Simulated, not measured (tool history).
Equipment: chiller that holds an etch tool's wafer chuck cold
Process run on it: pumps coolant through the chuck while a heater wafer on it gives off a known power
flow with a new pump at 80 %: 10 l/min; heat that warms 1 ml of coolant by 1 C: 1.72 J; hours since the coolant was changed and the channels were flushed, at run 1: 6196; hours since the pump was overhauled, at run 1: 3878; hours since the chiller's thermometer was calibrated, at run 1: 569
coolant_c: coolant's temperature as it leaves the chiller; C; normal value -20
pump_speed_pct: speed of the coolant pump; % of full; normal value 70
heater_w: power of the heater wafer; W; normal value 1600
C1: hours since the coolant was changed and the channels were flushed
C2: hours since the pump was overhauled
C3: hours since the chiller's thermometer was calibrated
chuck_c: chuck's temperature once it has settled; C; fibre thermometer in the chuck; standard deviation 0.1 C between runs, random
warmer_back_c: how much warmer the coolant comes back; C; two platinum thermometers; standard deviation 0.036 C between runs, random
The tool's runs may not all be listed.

{"run": 1, "hour": 0.0, "coolant_c": -20, "pump_speed_pct": 70, "heater_w": 1600, "C1": 6196, "C2": 3878, "C3": 569, "chuck_c": -7.1, "warmer_back_c": 6.37}
{"run": 2, "hour": 65.0, "coolant_c": -23, "pump_speed_pct": 70, "heater_w": 1600, "C1": 6261, "C2": 3943, "C3": 634, "chuck_c": -10.0, "warmer_back_c": 6.39}
{"run": 3, "hour": 195.2, "coolant_c": -23, "pump_speed_pct": 70, "heater_w": 1600, "C1": 6392, "C2": 4073, "C3": 765, "chuck_c": -10.1, "warmer_back_c": 6.41}
{"run": 4, "hour": 288.2, "coolant_c": -23, "pump_speed_pct": 70, "heater_w": 1600, "C1": 6485, "C2": 4166, "C3": 858, "chuck_c": -9.9, "warmer_back_c": 6.34}
{"run": 5, "hour": 428.5, "coolant_c": -23, "pump_speed_pct": 70, "heater_w": 1600, "C1": 6625, "C2": 4307, "C3": 998, "chuck_c": -9.9, "warmer_back_c": 6.37}
{"run": 6, "hour": 494.4, "coolant_c": -11, "pump_speed_pct": 70, "heater_w": 1600, "C1": 6691, "C2": 4373, "C3": 1064, "chuck_c": 2.0, "warmer_back_c": 6.27}
{"run": 7, "hour": 602.2, "coolant_c": -20, "pump_speed_pct": 70, "heater_w": 1600, "C1": 6799, "C2": 4481, "C3": 1172, "chuck_c": -7.0, "warmer_back_c": 6.31}
{"hour": 705.0, "done": "coolant changed, channels flushed"}
{"run": 8, "hour": 742.5, "coolant_c": -20, "pump_speed_pct": 70, "heater_w": 1600, "C1": 37, "C2": 4615, "C3": 1306, "chuck_c": -7.2, "warmer_back_c": 6.21}
{"run": 9, "hour": 821.3, "coolant_c": -20, "pump_speed_pct": 70, "heater_w": 1600, "C1": 116, "C2": 4694, "C3": 1385, "chuck_c": -7.0, "warmer_back_c": 6.22}
{"run": 10, "hour": 979.3, "coolant_c": -20, "pump_speed_pct": 70, "heater_w": 1600, "C1": 274, "C2": 4852, "C3": 1543, "chuck_c": -6.9, "warmer_back_c": 6.18}

Forecast run 11:
{"run": 11, "hour": 1121.4, "coolant_c": -17, "pump_speed_pct": 70, "heater_w": 1600, "C1": 416, "C2": 4994, "C3": 1685, "chuck_c": "?", "warmer_back_c": "?"}

Run 11 came out at chuck_c -4.1 C, warmer_back_c 6.20 C.
With the hidden condition absent and the run-to-run variation left alone, this run would have shown chuck_c -4.1 C, warmer_back_c 6.40 C.
